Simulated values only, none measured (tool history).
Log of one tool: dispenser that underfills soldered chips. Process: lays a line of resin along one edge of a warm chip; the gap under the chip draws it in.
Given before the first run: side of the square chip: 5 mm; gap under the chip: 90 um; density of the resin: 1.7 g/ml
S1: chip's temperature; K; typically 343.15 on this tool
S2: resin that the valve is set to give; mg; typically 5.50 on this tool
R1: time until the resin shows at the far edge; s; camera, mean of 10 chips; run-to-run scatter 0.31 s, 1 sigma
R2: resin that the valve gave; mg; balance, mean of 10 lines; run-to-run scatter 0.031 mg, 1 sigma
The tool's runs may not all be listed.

| run | hour | S1 | S2 | R1 | R2 |
|---|---|---|---|---|---|
| 1 | 0.0 | 343.15 | 5.50 | 6.0 | 5.38 |
| 2 | 4.5 | 343.15 | 5.50 | 8.1 | 5.35 |
|  | 7.8 | new syringe of resin |
| 3 | 8.6 | 343.15 | 5.25 | 6.7 | 5.07 |
| 4 | 12.2 | 343.15 | 5.95 | 8.0 | 5.79 |
| 5 | 15.3 | 343.15 | 5.95 | 8.8 | 5.80 |
|  | 16.1 | new syringe of resin |
| 6 | 18.0 | 343.15 | 5.95 | 6.8 | 5.71 |
| 7 | 21.0 | 343.15 | 5.50 | 7.7 | 5.30 |
|  | 24.3 | new syringe of resin |
|  | 27.6 | dispensing valve cleaned and set on the balance |
| 8 | 27.6 | 343.15 | 5.50 | 6.7 | 5.43 |
|  | 33.5 | new syringe of resin |
| 9 | 33.5 | 343.15 | 5.50 | 6.1 | 5.45 |
| 10 | 36.4 | 343.15 | 5.50 | 7.0 | 5.45 |
| 11 | 39.5 | 336.15 | 5.50 | 11.3 | 5.47 |
|  | 41.8 | new syringe of resin |
| 12 | 43.0 | 336.15 | 5.50 | 8.5 | 5.43 |
| 13 | 47.9 | 336.15 | 5.50 | 11.0 | 5.41 |
|  | 49.9 | new syringe of resin |
| 14 | 50.8 | 336.15 | 5.50 | 8.5 | 5.40 |
| 15 | 56.4 | 336.15 | 5.50 | 11.6 | 5.39 |
|  | 58.4 | new syringe of resin |
| 16 | 60.4 | 336.15 | 5.50 | 8.8 | 5.37 |
| 17 | 65.0 | 343.15 | 6.83 | 8.7 | 6.63 |
|  | 66.6 | new syringe of resin |
| 18 | 69.7 | 343.15 | 6.83 | 7.0 | 6.61 |
| 19 | 72.2 | 337.15 | 6.27 | 10.3 | 6.07 |
|  | 75.1 | new syringe of resin |
| 20 | 75.1 | 355.15 | 7.12 | 4.6 | 6.88 |
| 21 | 79.4 | 340.15 | 7.00 | 8.3 | 6.74 |
|  | 83.6 | new syringe of resin |
|  | 85.9 | dispensing valve cleaned and set on the balance |
| 22 | 86.1 | 338.15 | 5.18 | 9.1 | 5.21 |
| 23 | 91.0 | 343.15 | 5.58 | 8.3 | 5.56 |
|  | 92.9 | new syringe of resin |
| 24 | 96.9 | 343.15 | 6.23 | 8.3 | 6.24 |
| 25 | 100.0 | 343.15 | 6.23 | 9.0 | 6.14 |
|  | 101.3 | new syringe of resin |
| 26 | 105.2 | 343.15 | 5.80 | 7.9 | 5.69 |
|  | 109.4 | new syringe of resin |
| 27 | 110.0 | 328.15 | 5.76 | 11.9 | 5.68 |
| 28 | 113.6 | 328.15 | 5.76 | 13.3 | 5.67 |
|  | 117.8 | new syringe of resin |
| 29 | 118.2 | 333.15 | 4.70 | 10.5 | 4.64 |
| 30 | 121.9 | 340.15 | 5.07 | 8.6 | 4.96 |
|  | 126.3 | new syringe of resin |
| 31 | 127.7 | 340.15 | 5.07 | 7.5 | 4.98 |
| 32 | 132.5 | 349.15 | 5.50 | 7.3 | 5.36 |
|  | 134.5 | new syringe of resin |
| 33 | 137.7 | 345.15 | 5.50 | 6.6 | 5.33 |
|  | 142.7 | new syringe of resin |
| 34 | 142.8 | 345.15 | 5.50 | 6.2 | 5.33 |
|  | 144.2 | dispensing valve cleaned and set on the balance |
| 35 | 147.5 | 343.15 | 6.08 | 7.6 | 6.07 |
| 36 | 150.4 | 337.15 | 5.57 | 11.2 | 5.58 |

4 options for the next run, each taken on its own from the tool as it stands now. Forecast them:
|  | 152.1 | new syringe of resin |
| A | 153.3 | 343.15 | 6.16 | ? | ? |
|  | 152.1 | new syringe of resin |
| B | 153.3 | 343.15 | 5.34 | ? | ? |
|  | 152.1 | new syringe of resin |
| C | 153.3 | 343.15 | 6.42 | ? | ? |
|  | 152.1 | new syringe of resin |
| D | 153.3 | 343.15 | 6.57 | ? | ? |

| run | R1 | R2 |
|---|---|---|
| A | 6.0 | 6.10 |
| B | 6.7 | 5.36 |
| C | 7.0 | 6.38 |
| D | 6.8 | 6.56 |
Without the tool's hidden state the same runs would have given:
| run | R1 | R2 |
|---|---|---|
| A | 5.4 | 6.11 |
| B | 6.0 | 5.37 |
| C | 6.4 | 6.40 |
| D | 6.2 | 6.57 |

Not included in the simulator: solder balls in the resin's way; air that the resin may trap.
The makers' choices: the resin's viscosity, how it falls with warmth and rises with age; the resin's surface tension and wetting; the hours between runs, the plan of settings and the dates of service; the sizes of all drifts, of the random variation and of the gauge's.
